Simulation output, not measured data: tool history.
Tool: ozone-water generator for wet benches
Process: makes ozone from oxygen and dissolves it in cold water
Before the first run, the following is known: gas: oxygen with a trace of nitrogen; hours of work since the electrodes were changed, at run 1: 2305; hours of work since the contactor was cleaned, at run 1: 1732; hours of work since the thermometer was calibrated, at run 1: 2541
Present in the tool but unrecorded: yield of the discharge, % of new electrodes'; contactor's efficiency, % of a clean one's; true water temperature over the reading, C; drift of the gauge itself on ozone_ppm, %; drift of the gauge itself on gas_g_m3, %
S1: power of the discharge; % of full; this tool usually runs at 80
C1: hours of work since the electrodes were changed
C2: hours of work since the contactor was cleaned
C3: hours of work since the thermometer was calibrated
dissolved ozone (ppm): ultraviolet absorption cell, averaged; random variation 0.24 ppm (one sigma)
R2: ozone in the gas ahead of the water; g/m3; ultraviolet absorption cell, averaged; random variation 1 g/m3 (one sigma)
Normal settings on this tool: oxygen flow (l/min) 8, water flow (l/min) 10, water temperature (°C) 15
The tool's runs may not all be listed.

Run 1, hour 0: usual settings; C1 2305; C2 1732; C3 2541. Result: dissolved ozone (ppm) 37, R2 175.1 g/m3.
Run 2, hour 145.8: usual settings; C1 2395; C2 1823; C3 2631. Result: dissolved ozone (ppm) 36.7, R2 177.3 g/m3.
Run 3, hour 290.1: usual settings; C1 2485; C2 1912; C3 2721. Result: dissolved ozone (ppm) 36.7, R2 176.6 g/m3.
Run 4, hour 355.7: usual settings; C1 2526; C2 1953; C3 2762. Result: dissolved ozone (ppm) 37.2, R2 177 g/m3.
Run 5, hour 442.6: usual settings; C1 2580; C2 2007; C3 2816. Result: dissolved ozone (ppm) 36.9, R2 176.6 g/m3.
Run 6, hour 559.9: usual settings; C1 2653; C2 2080; C3 2889. Result: dissolved ozone (ppm) 36.9, R2 176.8 g/m3.
Run 7, hour 677.8: usual settings but S1 73 % of full; C1 2726; C2 2153; C3 2962. Result: dissolved ozone (ppm) 35.4, R2 166.4 g/m3.
Run 8, hour 758.4: usual settings but oxygen flow (l/min) 12.28; C1 2776; C2 2203; C3 3012. Result: dissolved ozone (ppm) 31.1, R2 130.5 g/m3.
Run 9, hour 829.8: usual settings; C1 2820; C2 2248; C3 3056. Result: dissolved ozone (ppm) 37, R2 176.7 g/m3.
Run 10, hour 921.9: usual settings; C1 2878; C2 2305; C3 3114. Result: dissolved ozone (ppm) 36.8, R2 177 g/m3.
Run 11, hour 1000: usual settings; C1 2926; C2 2354; C3 3162. Result: dissolved ozone (ppm) 37, R2 176.4 g/m3.
Run 12, hour 1147.6: usual settings; C1 3018; C2 2445; C3 3254. Result: dissolved ozone (ppm) 37.3, R2 176.3 g/m3.
Run 13, hour 1248: usual settings; C1 3080; C2 2508; C3 3316. Result: dissolved ozone (ppm) 36.9, R2 174.5 g/m3.
Run 14, hour 1316.8: usual settings; C1 3123; C2 2550; C3 3359. Result: dissolved ozone (ppm) 36.7, R2 175.6 g/m3.
Run 15, hour 1465.1: usual settings; C1 3215; C2 2643; C3 3451. Result: dissolved ozone (ppm) 37, R2 176.8 g/m3.
Run 16, hour 1605.2: usual settings but water temperature (°C) 13; C1 3302; C2 2730; C3 3538. Result: dissolved ozone (ppm) 38.8, R2 176.3 g/m3.
Run 17, hour 1704.9: usual settings but water temperature (°C) 13; C1 3364; C2 2792; C3 3600. Result: dissolved ozone (ppm) 38.9, R2 176.8 g/m3.
Run 18, hour 1788: usual settings but S1 96 % of full, oxygen flow (l/min) 4.48, water flow (l/min) 13, water temperature (°C) 13; C1 3416; C2 2843; C3 3652. Result: dissolved ozone (ppm) 42.3, R2 290.1 g/m3.
Run 19, hour 1910: usual settings but S1 68 % of full, oxygen flow (l/min) 7.94, water flow (l/min) 7; C1 3492; C2 2919; C3 3728. Result: dissolved ozone (ppm) 39.6, R2 163.2 g/m3.
Run 20, hour 2017: usual settings but S1 66 % of full, oxygen flow (l/min) 7.94, water flow (l/min) 7, water temperature (°C) 11; C1 3558; C2 2986; C3 3794. Result: dissolved ozone (ppm) 43.1, R2 161.4 g/m3.
Run 21, hour 2092.7: usual settings but S1 66 % of full, oxygen flow (l/min) 7.94, water flow (l/min) 12, water temperature (°C) 13; C1 3605; C2 3033; C3 3841. Result: dissolved ozone (ppm) 31.8, R2 159.1 g/m3.
Run 22, hour 2172.7: usual settings but S1 66 % of full, oxygen flow (l/min) 7.94, water flow (l/min) 12, water temperature (°C) 9; C1 3655; C2 3082; C3 3891. Result: dissolved ozone (ppm) 34.5, R2 158.2 g/m3.
At hour 2257.4: contactor cleaned.
Run 23, hour 2297.1: usual settings but S1 66 % of full, oxygen flow (l/min) 7.94, water flow (l/min) 12, water temperature (°C) 9; C1 3730; C2 25; C3 3966. Result: dissolved ozone (ppm) 34.4, R2 159.2 g/m3.
Run 24, hour 2429.2: usual settings but S1 66 % of full, oxygen flow (l/min) 7.94, water flow (l/min) 12, water temperature (°C) 9; C1 3812; C2 107; C3 4048. Result: dissolved ozone (ppm) 34.2, R2 159.5 g/m3.
Run 25, hour 2525.8: usual settings but S1 66 % of full, oxygen flow (l/min) 7.94, water flow (l/min) 12, water temperature (°C) 9; C1 3872; C2 167; C3 4108. Result: dissolved ozone (ppm) 34.2, R2 160.4 g/m3.
Run 26, hour 2588.3: usual settings but S1 66 % of full, oxygen flow (l/min) 7.94, water flow (l/min) 12, water temperature (°C) 9; C1 3911; C2 206; C3 4147. Result: dissolved ozone (ppm) 34, R2 159.4 g/m3.
Run 27, hour 2688.2: usual settings but S1 66 % of full, oxygen flow (l/min) 7.94, water flow (l/min) 12, water temperature (°C) 9; C1 3973; C2 268; C3 4209. Result: dissolved ozone (ppm) 34.3, R2 160.2 g/m3.
Run 28, hour 2752.7: usual settings but oxygen flow (l/min) 5.8, water temperature (°C) 18; C1 4013; C2 308; C3 4249. Result: dissolved ozone (ppm) 39.4, R2 222 g/m3.
Run 29, hour 2884.4: usual settings but S1 40 % of full; C1 4095; C2 390; C3 4331. Result: dissolved ozone (ppm) 25.5, R2 122.3 g/m3.
Run 30, hour 3030: usual settings but S1 92 % of full, water flow (l/min) 12, water temperature (°C) 8; C1 4185; C2 480; C3 4422. Result: dissolved ozone (ppm) 41.7, R2 189.6 g/m3.

4 ways to go on from here, each from the tool as it stands after run 30. What would each give?
Run A, hour 3128.1: usual settings but oxygen flow (l/min) 5.97, water temperature (°C) 8; C1 4246; C2 541; C3 4483. Result: dissolved ozone (ppm) ?, R2 ?.
Run B, hour 3128.1: usual settings but S1 92 % of full, oxygen flow (l/min) 6.95, water flow (l/min) 12, water temperature (°C) 8; C1 4246; C2 541; C3 4483. Result: dissolved ozone (ppm) ?, R2 ?.
Run C, hour 3128.1: usual settings but S1 49 % of full, oxygen flow (l/min) 11.52, water flow (l/min) 8; C1 4246; C2 541; C3 4483. Result: dissolved ozone (ppm) ?, R2 ?.
Run D, hour 3128.1: usual settings but S1 41 % of full, oxygen flow (l/min) 7.83, water flow (l/min) 7, water temperature (°C) 8; C1 4246; C2 541; C3 4483. Result: dissolved ozone (ppm) ?, R2 ?.

run  dissolved ozone (ppm)     R2
  A                   46.8  214.4
  B                   43.8  209.2
  C                   26.5    106
  D                   36.4  124.8
With no hidden state in the tool, these same runs would have given:
run  dissolved ozone (ppm)     R2
  A                   46.9  214.9
  B                   43.9  209.6
  C                   26.5  106.2
  D                   36.4    125
